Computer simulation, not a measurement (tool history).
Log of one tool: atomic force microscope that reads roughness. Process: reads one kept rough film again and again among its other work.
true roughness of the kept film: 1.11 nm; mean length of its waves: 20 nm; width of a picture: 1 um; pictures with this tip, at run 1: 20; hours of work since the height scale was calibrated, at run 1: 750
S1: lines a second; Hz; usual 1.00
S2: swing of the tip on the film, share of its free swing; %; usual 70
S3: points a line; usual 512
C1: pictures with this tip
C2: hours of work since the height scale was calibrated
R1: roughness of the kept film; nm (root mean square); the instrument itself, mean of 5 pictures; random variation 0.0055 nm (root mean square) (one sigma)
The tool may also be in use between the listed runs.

run     day    S1  S2   S3   C1    C2     R1
  1   0.000  1.00  70  512   20   750  0.935
  2   1.925  1.00  70  512   80   779  0.917
  3   4.450  1.00  70  512  158   817  0.927
      6.267  -- new tip fitted
  4   7.096  1.00  70  512   26   857  0.926
  5   9.208  3.07  70  512   92   889  0.822
  6  11.854  3.07  70  512  174   929  0.828
     13.129  -- new tip fitted
  7  13.800  2.25  70  512   21   958  0.857
  8  17.125  2.58  70  512  125  1009  0.842
     20.188  -- new tip fitted
  9  20.362  2.58  70  482    6  1058  0.836
 10  22.975  1.00  70  312   87  1098  0.918
 11  25.262  2.79  68  312  158  1132  0.834
     27.254  -- new tip fitted
 12  27.592  1.00  65  324   11  1167  0.933
 13  29.446  1.00  65  324   69  1195  0.928
 14  31.246  2.59  65  290  125  1223  0.864
 15  33.692  2.59  65  290  201  1260  0.850
     34.138  -- new tip fitted
 16  35.258  3.70  56  730   35  1283  0.906
 17  37.838  0.85  70  512  115  1323  0.932

Forecast each of these 4 alternatives for the next run:
  A  39.671  0.85  70  695  172  1350   ?
  B  39.671  1.47  83  596  172  1350   ?
  C  39.671  1.00  70  777  172  1350   ?
  D  39.671  2.54  73  955  172  1350   ?

run     R1
  A  0.940
  B  0.843
  C  0.938
  D  0.830
Without the tool's hidden state the same runs would have given:
run     R1
  A  0.943
  B  0.846
  C  0.940
  D  0.833
